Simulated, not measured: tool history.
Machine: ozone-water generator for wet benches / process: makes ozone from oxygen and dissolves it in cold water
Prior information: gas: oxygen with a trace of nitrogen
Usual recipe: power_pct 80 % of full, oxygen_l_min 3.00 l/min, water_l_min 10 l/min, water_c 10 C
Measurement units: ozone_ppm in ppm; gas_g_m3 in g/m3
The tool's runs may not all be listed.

run    hour  power_pct  oxygen_l_min  water_l_min  water_c  ozone_ppm  gas_g_m3
  1     0.0         80          3.00           10       10       34.9     254.2
  2    52.2         80          3.00            6       10       52.1     255.9
  3    96.6         80          3.00           10       10       35.9     255.0
  4   133.5         80          3.00           10       10       35.1     252.9
  5   189.4         80          3.00           10       10       35.6     254.1
  6   236.5         80          3.00           10       10       35.9     254.5
  7   292.0         80          3.00           10       10       35.4     255.5
  8   328.0         80          3.00           10       10       36.0     254.7
  9   367.4         80          3.00           10       10       36.0     252.9
 10   428.7         80          3.00           10       10       35.7     252.7
 11   469.5         80          3.00            6       10       51.7     255.2
 12   499.0         80          3.00           12       10       30.3     255.8
 13   550.6         80          3.00           10       10       35.8     255.7
 14   596.1         80          3.00           10       10       35.7     254.3
 15   625.2         80          3.00           10       10       36.0     255.0
 16   665.3         80          3.00           10       10       35.9     252.0
 17   730.2         54          3.70            8        9       36.0     191.3
 18   776.9         80          5.07           10        7       40.9     211.9
 19   823.9         80          1.91            6       10       48.4     293.9
 20   865.6         78          1.91            6        7       49.3     295.1
 21   904.8         50          3.16           10       10       28.3     193.4
 22   962.6         54          3.16           10        6       30.7     202.8
 23  1029.9         47          2.77            7        9       35.3     194.1
 24  1081.0         47          2.85            9       13       28.0     195.6
 25  1120.8         47          3.64            9       13       29.0     178.7
 26  1179.3         80          1.53            7        7       41.9     320.6
 27  1209.3         84          1.53           11        7       27.6     325.2
 28  1241.4         84          1.53           11        7       27.5     328.4
 29  1282.1         72          3.00           11       10       31.5     239.4
 30  1319.0         72          3.00           11       10       30.9     240.0
 31  1355.5         66          2.63            6       17       40.8     237.1
 32  1412.8         66          2.63            6       17       40.9     239.4

Below are 4 alternative next runs, each starting from the tool's condition after run 32. Predict each:
  A  1479.2         41          2.63            6       17          ?         ?
  B  1479.2         80          3.62           10       10          ?         ?
  C  1479.2         76          2.63           13       17          ?         ?
  D  1479.2         80          2.57           10       10          ?         ?

run  ozone_ppm  gas_g_m3
  A       31.4     186.4
  B       36.6     237.5
  C       24.4     258.4
  D       34.5     268.7
What these runs would have given with no unlogged condition in the tool:
run  ozone_ppm  gas_g_m3
  A       31.4     186.5
  B       36.6     237.6
  C       24.4     258.5
  D       34.5     268.9
